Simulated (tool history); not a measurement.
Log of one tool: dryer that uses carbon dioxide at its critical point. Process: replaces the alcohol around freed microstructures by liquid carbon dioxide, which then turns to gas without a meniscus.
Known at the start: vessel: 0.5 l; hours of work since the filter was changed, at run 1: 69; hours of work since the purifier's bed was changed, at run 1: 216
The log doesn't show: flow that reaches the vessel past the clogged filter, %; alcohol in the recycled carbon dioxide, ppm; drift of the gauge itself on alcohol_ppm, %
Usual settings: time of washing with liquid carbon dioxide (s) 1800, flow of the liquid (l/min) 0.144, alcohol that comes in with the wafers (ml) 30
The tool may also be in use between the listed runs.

run	hour	time of washing with liquid carbon dioxide (s)	flow of the liquid (l/min)	alcohol that comes in with the wafers (ml)	hours of work since the filter was changed	hours of work since the purifier's bed was changed	alcohol left in the vessel before it's heated (ppm by volume)
1	0	1800	0.144	30	69	216	163
2	7.9	1800	0.144	30	74	220	179
3	17.7	1800	0.144	30	79	225	188
4	25.1	1800	0.144	30	83	229	200
5	33.5	1800	0.144	30	88	234	188
6	38.3	1800	0.144	30	90	237	188
7	47.3	2580	0.117	26	95	242	142
8	56.6	2700	0.117	26	100	247	136

Forecast run 9:
9	65.8	2640	0.144	30	105	252	?

{"run 9": {"alcohol left in the vessel before it's heated (ppm by volume)": 123}}
Without the tool's hidden state the same run would have given alcohol left in the vessel before it's heated (ppm by volume) 7.
